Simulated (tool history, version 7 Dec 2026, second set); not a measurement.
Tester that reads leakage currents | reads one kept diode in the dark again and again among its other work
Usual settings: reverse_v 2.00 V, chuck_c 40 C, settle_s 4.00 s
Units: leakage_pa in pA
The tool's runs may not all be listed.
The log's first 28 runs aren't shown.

run,hour,reverse_v,chuck_c,settle_s,leakage_pa
29,1257.7,2.58,30,4.32,39.26
30,1309.8,2.58,57,3.31,249.57
31,1363.8,1.54,43,9.82,81.96
32,1393.0,1.54,43,9.82,81.22
33,1446.2,2.98,43,9.82,103.15
34,1494.4,2.98,25,4.11,29.08
35,1539.0,2.98,25,4.11,29.08
36,1581.1,2.00,53,0.61,176.08

5 ways to go on from here, each from the tool as it stands after run 36. What would each give?
A,1606.4,2.00,20,0.39,?
B,1606.4,8.86,40,1.06,?
C,1606.4,19.30,30,1.11,?
D,1606.4,2.89,40,4.00,?
E,1606.4,7.27,27,6.50,?

run,leakage_pa
A,19.30
B,130.44
C,99.70
D,83.24
E,49.25
Without the tool's hidden state the same runs would have given:
run,leakage_pa
A,17.90
B,125.32
C,83.70
D,82.71
E,43.69
